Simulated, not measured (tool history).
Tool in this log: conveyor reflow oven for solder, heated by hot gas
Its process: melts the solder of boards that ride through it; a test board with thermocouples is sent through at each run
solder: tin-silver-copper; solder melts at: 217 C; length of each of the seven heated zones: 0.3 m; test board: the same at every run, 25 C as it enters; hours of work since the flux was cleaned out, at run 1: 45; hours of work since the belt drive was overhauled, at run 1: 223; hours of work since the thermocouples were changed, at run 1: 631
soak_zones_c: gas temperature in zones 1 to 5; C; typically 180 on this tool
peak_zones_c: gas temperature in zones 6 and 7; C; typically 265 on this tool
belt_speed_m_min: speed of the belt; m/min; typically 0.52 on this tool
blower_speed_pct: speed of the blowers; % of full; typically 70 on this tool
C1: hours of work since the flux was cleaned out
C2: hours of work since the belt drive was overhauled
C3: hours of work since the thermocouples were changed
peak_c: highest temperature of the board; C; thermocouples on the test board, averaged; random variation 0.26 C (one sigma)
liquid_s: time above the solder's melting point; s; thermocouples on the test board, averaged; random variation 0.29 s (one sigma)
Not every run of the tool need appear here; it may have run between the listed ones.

{"run": 1, "hour": 0.0, "soak_zones_c": 180, "peak_zones_c": 265, "belt_speed_m_min": 0.52, "blower_speed_pct": 70, "C1": 45, "C2": 223, "C3": 631, "peak_c": 245.8, "liquid_s": 49.2}
{"run": 2, "hour": 6.7, "soak_zones_c": 180, "peak_zones_c": 265, "belt_speed_m_min": 0.52, "blower_speed_pct": 70, "C1": 49, "C2": 227, "C3": 634, "peak_c": 246.1, "liquid_s": 48.4}
{"run": 3, "hour": 11.6, "soak_zones_c": 180, "peak_zones_c": 265, "belt_speed_m_min": 0.52, "blower_speed_pct": 70, "C1": 52, "C2": 230, "C3": 637, "peak_c": 245.8, "liquid_s": 48.9}
{"run": 4, "hour": 17.4, "soak_zones_c": 180, "peak_zones_c": 265, "belt_speed_m_min": 0.52, "blower_speed_pct": 70, "C1": 55, "C2": 233, "C3": 641, "peak_c": 246.2, "liquid_s": 48.6}
{"run": 5, "hour": 21.7, "soak_zones_c": 180, "peak_zones_c": 265, "belt_speed_m_min": 0.52, "blower_speed_pct": 70, "C1": 58, "C2": 235, "C3": 643, "peak_c": 245.9, "liquid_s": 48.9}
{"run": 6, "hour": 32.1, "soak_zones_c": 180, "peak_zones_c": 265, "belt_speed_m_min": 0.52, "blower_speed_pct": 50, "C1": 64, "C2": 241, "C3": 649, "peak_c": 239.2, "liquid_s": 40.3}
{"run": 7, "hour": 42.0, "soak_zones_c": 180, "peak_zones_c": 265, "belt_speed_m_min": 0.52, "blower_speed_pct": 70, "C1": 69, "C2": 247, "C3": 655, "peak_c": 245.8, "liquid_s": 48.8}
{"run": 8, "hour": 46.4, "soak_zones_c": 186, "peak_zones_c": 265, "belt_speed_m_min": 0.52, "blower_speed_pct": 70, "C1": 72, "C2": 250, "C3": 657, "peak_c": 247.1, "liquid_s": 52}
{"run": 9, "hour": 56.2, "soak_zones_c": 180, "peak_zones_c": 265, "belt_speed_m_min": 0.52, "blower_speed_pct": 70, "C1": 78, "C2": 255, "C3": 663, "peak_c": 245.8, "liquid_s": 48.4}
{"run": 10, "hour": 62.4, "soak_zones_c": 180, "peak_zones_c": 253, "belt_speed_m_min": 0.52, "blower_speed_pct": 70, "C1": 81, "C2": 259, "C3": 666, "peak_c": 236, "liquid_s": 39.6}
{"run": 11, "hour": 67.5, "soak_zones_c": 184, "peak_zones_c": 253, "belt_speed_m_min": 0.52, "blower_speed_pct": 70, "C1": 84, "C2": 262, "C3": 669, "peak_c": 236.6, "liquid_s": 42}
{"run": 12, "hour": 76.6, "soak_zones_c": 184, "peak_zones_c": 253, "belt_speed_m_min": 0.52, "blower_speed_pct": 70, "C1": 89, "C2": 267, "C3": 675, "peak_c": 237, "liquid_s": 42.2}
{"run": 13, "hour": 87.2, "soak_zones_c": 184, "peak_zones_c": 261, "belt_speed_m_min": 0.52, "blower_speed_pct": 70, "C1": 95, "C2": 273, "C3": 681, "peak_c": 242.9, "liquid_s": 48.3}
{"run": 14, "hour": 97.0, "soak_zones_c": 184, "peak_zones_c": 261, "belt_speed_m_min": 0.52, "blower_speed_pct": 70, "C1": 101, "C2": 279, "C3": 686, "peak_c": 243.3, "liquid_s": 48.5}
{"run": 15, "hour": 107.1, "soak_zones_c": 180, "peak_zones_c": 265, "belt_speed_m_min": 0.424, "blower_speed_pct": 70, "C1": 107, "C2": 284, "C3": 692, "peak_c": 252.1, "liquid_s": 66.6}
{"run": 16, "hour": 114.3, "soak_zones_c": 180, "peak_zones_c": 265, "belt_speed_m_min": 0.424, "blower_speed_pct": 70, "C1": 111, "C2": 289, "C3": 696, "peak_c": 251.5, "liquid_s": 66.5}
{"run": 17, "hour": 124.2, "soak_zones_c": 180, "peak_zones_c": 265, "belt_speed_m_min": 0.424, "blower_speed_pct": 70, "C1": 117, "C2": 294, "C3": 702, "peak_c": 251.9, "liquid_s": 66.6}
{"run": 18, "hour": 134.6, "soak_zones_c": 166, "peak_zones_c": 265, "belt_speed_m_min": 0.531, "blower_speed_pct": 70, "C1": 123, "C2": 300, "C3": 708, "peak_c": 241.7, "liquid_s": 39.2}
{"run": 19, "hour": 144.2, "soak_zones_c": 166, "peak_zones_c": 265, "belt_speed_m_min": 0.531, "blower_speed_pct": 70, "C1": 128, "C2": 306, "C3": 713, "peak_c": 241.6, "liquid_s": 38.7}
{"run": 20, "hour": 154.0, "soak_zones_c": 180, "peak_zones_c": 265, "belt_speed_m_min": 0.523, "blower_speed_pct": 78, "C1": 134, "C2": 311, "C3": 719, "peak_c": 247.7, "liquid_s": 50.1}
{"run": 21, "hour": 162.4, "soak_zones_c": 167, "peak_zones_c": 266, "belt_speed_m_min": 0.49, "blower_speed_pct": 53, "C1": 139, "C2": 316, "C3": 724, "peak_c": 239.9, "liquid_s": 39.9}
{"run": 22, "hour": 167.8, "soak_zones_c": 167, "peak_zones_c": 266, "belt_speed_m_min": 0.49, "blower_speed_pct": 53, "C1": 142, "C2": 319, "C3": 727, "peak_c": 240.2, "liquid_s": 40.1}
{"run": 23, "hour": 172.4, "soak_zones_c": 167, "peak_zones_c": 266, "belt_speed_m_min": 0.49, "blower_speed_pct": 53, "C1": 144, "C2": 322, "C3": 730, "peak_c": 240, "liquid_s": 39.9}
{"run": 24, "hour": 177.3, "soak_zones_c": 167, "peak_zones_c": 266, "belt_speed_m_min": 0.49, "blower_speed_pct": 53, "C1": 147, "C2": 325, "C3": 732, "peak_c": 239.9, "liquid_s": 39.4}
{"run": 25, "hour": 184.4, "soak_zones_c": 180, "peak_zones_c": 265, "belt_speed_m_min": 0.451, "blower_speed_pct": 57, "C1": 151, "C2": 329, "C3": 736, "peak_c": 246.1, "liquid_s": 56.1}
{"run": 26, "hour": 194.2, "soak_zones_c": 191, "peak_zones_c": 273, "belt_speed_m_min": 0.499, "blower_speed_pct": 52, "C1": 157, "C2": 334, "C3": 742, "peak_c": 250.1, "liquid_s": 57.5}
{"run": 27, "hour": 199.6, "soak_zones_c": 191, "peak_zones_c": 264, "belt_speed_m_min": 0.566, "blower_speed_pct": 52, "C1": 160, "C2": 338, "C3": 745, "peak_c": 238.6, "liquid_s": 39.5}
{"run": 28, "hour": 204.4, "soak_zones_c": 191, "peak_zones_c": 264, "belt_speed_m_min": 0.5, "blower_speed_pct": 69, "C1": 163, "C2": 340, "C3": 748, "peak_c": 247.7, "liquid_s": 57.4}
{"run": 29, "hour": 211.6, "soak_zones_c": 191, "peak_zones_c": 264, "belt_speed_m_min": 0.5, "blower_speed_pct": 69, "C1": 167, "C2": 344, "C3": 752, "peak_c": 247.4, "liquid_s": 56.7}
{"run": 30, "hour": 221.1, "soak_zones_c": 194, "peak_zones_c": 256, "belt_speed_m_min": 0.451, "blower_speed_pct": 71, "C1": 172, "C2": 350, "C3": 758, "peak_c": 244.3, "liquid_s": 64.2}
{"run": 31, "hour": 230.8, "soak_zones_c": 177, "peak_zones_c": 279, "belt_speed_m_min": 0.435, "blower_speed_pct": 55, "C1": 178, "C2": 355, "C3": 763, "peak_c": 258.1, "liquid_s": 66.7}
{"run": 32, "hour": 238.0, "soak_zones_c": 192, "peak_zones_c": 265, "belt_speed_m_min": 0.52, "blower_speed_pct": 53, "C1": 182, "C2": 360, "C3": 767, "peak_c": 243, "liquid_s": 49.4}

A few steps of peak_c between consecutive runs. Split each: what settings, incoming material and random variation would produce without the hidden state, and what is left over for the hidden state, along with gauge scatter present in only one of the two compared results (measured, and without hidden state):
The hidden state here: heat that the gas passes to the board, % of a clean oven's; belt's true speed, % of the reading; true gas temperature in zones 6 and 7 over the reading, C; drift of the gauge itself on peak_c, C; drift of the gauge itself on liquid_s, %.
Run 17 -> 18: soak_zones_c 180 -> 166, belt_speed_m_min 0.424 -> 0.531. peak_c -10.2 C: hidden state -0.3, all else -9.9.
Run 20 -> 21: soak_zones_c 180 -> 167, peak_zones_c 265 -> 266, belt_speed_m_min 0.523 -> 0.49, blower_speed_pct 78 -> 53. peak_c -7.8 C: hidden state +0.2, all else -8.
Run 26 -> 27: peak_zones_c 273 -> 264, belt_speed_m_min 0.499 -> 0.566. peak_c -11.5 C: hidden state -0.1, all else -11.4.
Run 30 -> 31: soak_zones_c 194 -> 177, peak_zones_c 256 -> 279, belt_speed_m_min 0.451 -> 0.435, blower_speed_pct 71 -> 55. peak_c +13.8 C: hidden state -0.2, all else +14.
Run 31 -> 32: soak_zones_c 177 -> 192, peak_zones_c 279 -> 265, belt_speed_m_min 0.435 -> 0.52, blower_speed_pct 55 -> 53. peak_c -15.1 C: hidden state +0, all else -15.1.
